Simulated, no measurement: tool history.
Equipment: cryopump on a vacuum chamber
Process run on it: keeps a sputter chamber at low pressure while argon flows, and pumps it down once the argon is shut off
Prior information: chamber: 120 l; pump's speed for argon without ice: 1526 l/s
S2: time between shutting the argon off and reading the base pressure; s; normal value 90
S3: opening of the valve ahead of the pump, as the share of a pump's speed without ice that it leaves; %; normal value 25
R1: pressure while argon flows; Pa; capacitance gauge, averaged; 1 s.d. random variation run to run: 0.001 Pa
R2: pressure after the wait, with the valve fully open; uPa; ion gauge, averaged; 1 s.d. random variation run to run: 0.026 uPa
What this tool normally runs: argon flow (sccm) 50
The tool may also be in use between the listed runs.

{"run": 1, "hour": 0.0, "argon flow (sccm)": 50, "S2": 90, "S3": 25, "R1": 0.233, "R2": 1.56}
{"run": 2, "hour": 34.8, "argon flow (sccm)": 50, "S2": 90, "S3": 25, "R1": 0.2342, "R2": 1.59}
{"run": 3, "hour": 67.0, "argon flow (sccm)": 50, "S2": 90, "S3": 25, "R1": 0.2341, "R2": 1.65}
{"run": 4, "hour": 114.3, "argon flow (sccm)": 50, "S2": 90, "S3": 21, "R1": 0.2814, "R2": 1.74}
{"run": 5, "hour": 166.4, "argon flow (sccm)": 50, "S2": 90, "S3": 25, "R1": 0.2392, "R2": 1.68}
{"run": 6, "hour": 244.1, "argon flow (sccm)": 50, "S2": 90, "S3": 25, "R1": 0.2416, "R2": 1.74}
{"hour": 269.3, "done": "pump warmed up, emptied and cooled again"}
{"run": 7, "hour": 289.9, "argon flow (sccm)": 50, "S2": 90, "S3": 25, "R1": 0.222, "R2": 1.54}
{"run": 8, "hour": 369.7, "argon flow (sccm)": 50, "S2": 90, "S3": 25, "R1": 0.2252, "R2": 1.59}
{"run": 9, "hour": 415.2, "argon flow (sccm)": 50, "S2": 90, "S3": 25, "R1": 0.2269, "R2": 1.65}
{"run": 10, "hour": 466.9, "argon flow (sccm)": 50, "S2": 90, "S3": 25, "R1": 0.2256, "R2": 1.7}
{"run": 11, "hour": 510.2, "argon flow (sccm)": 50, "S2": 90, "S3": 25, "R1": 0.2286, "R2": 1.7}
{"run": 12, "hour": 553.2, "argon flow (sccm)": 50, "S2": 90, "S3": 16, "R1": 0.3535, "R2": 1.7}
{"run": 13, "hour": 619.2, "argon flow (sccm)": 50, "S2": 90, "S3": 16, "R1": 0.355, "R2": 1.74}
{"run": 14, "hour": 662.1, "argon flow (sccm)": 50, "S2": 90, "S3": 16, "R1": 0.3557, "R2": 1.73}
{"run": 15, "hour": 710.9, "argon flow (sccm)": 50, "S2": 90, "S3": 16, "R1": 0.3596, "R2": 1.82}
{"run": 16, "hour": 748.7, "argon flow (sccm)": 66, "S2": 90, "S3": 25, "R1": 0.3096, "R2": 1.89}
{"run": 17, "hour": 787.6, "argon flow (sccm)": 50, "S2": 90, "S3": 33, "R1": 0.1819, "R2": 1.87}
{"run": 18, "hour": 852.5, "argon flow (sccm)": 50, "S2": 105, "S3": 25, "R1": 0.2396, "R2": 1.77}
{"run": 19, "hour": 930.9, "argon flow (sccm)": 50, "S2": 105, "S3": 25, "R1": 0.2414, "R2": 1.88}
{"hour": 985.7, "done": "pump warmed up, emptied and cooled again"}
{"run": 20, "hour": 985.7, "argon flow (sccm)": 23, "S2": 90, "S3": 39, "R1": 0.0661, "R2": 1.79}
{"run": 21, "hour": 1022.0, "argon flow (sccm)": 23, "S2": 90, "S3": 39, "R1": 0.0664, "R2": 1.76}
{"run": 22, "hour": 1076.2, "argon flow (sccm)": 23, "S2": 189, "S3": 42, "R1": 0.0614, "R2": 1.33}
{"run": 23, "hour": 1109.9, "argon flow (sccm)": 50, "S2": 90, "S3": 57, "R1": 0.1025, "R2": 1.84}
{"run": 24, "hour": 1185.1, "argon flow (sccm)": 50, "S2": 90, "S3": 57, "R1": 0.1041, "R2": 1.9}
{"run": 25, "hour": 1256.4, "argon flow (sccm)": 50, "S2": 90, "S3": 19, "R1": 0.2973, "R2": 1.99}
{"run": 26, "hour": 1327.8, "argon flow (sccm)": 99, "S2": 35, "S3": 55, "R1": 0.2194, "R2": 3.35}
{"run": 27, "hour": 1407.0, "argon flow (sccm)": 94, "S2": 90, "S3": 21, "R1": 0.5165, "R2": 2.09}
{"run": 28, "hour": 1474.4, "argon flow (sccm)": 61, "S2": 138, "S3": 24, "R1": 0.2983, "R2": 1.8}

Estimate the outcome of run 29 from the log above:
{"run": 29, "hour": 1543.5, "argon flow (sccm)": 26, "S2": 138, "S3": 44, "R1": "?", "R2": "?"}

R1: 0.0740 Pa
R2: 1.79 uPa
With the hidden condition absent and the run-to-run variation left alone, this run would have shown R1 0.0657 Pa, R2 0.75 uPa.

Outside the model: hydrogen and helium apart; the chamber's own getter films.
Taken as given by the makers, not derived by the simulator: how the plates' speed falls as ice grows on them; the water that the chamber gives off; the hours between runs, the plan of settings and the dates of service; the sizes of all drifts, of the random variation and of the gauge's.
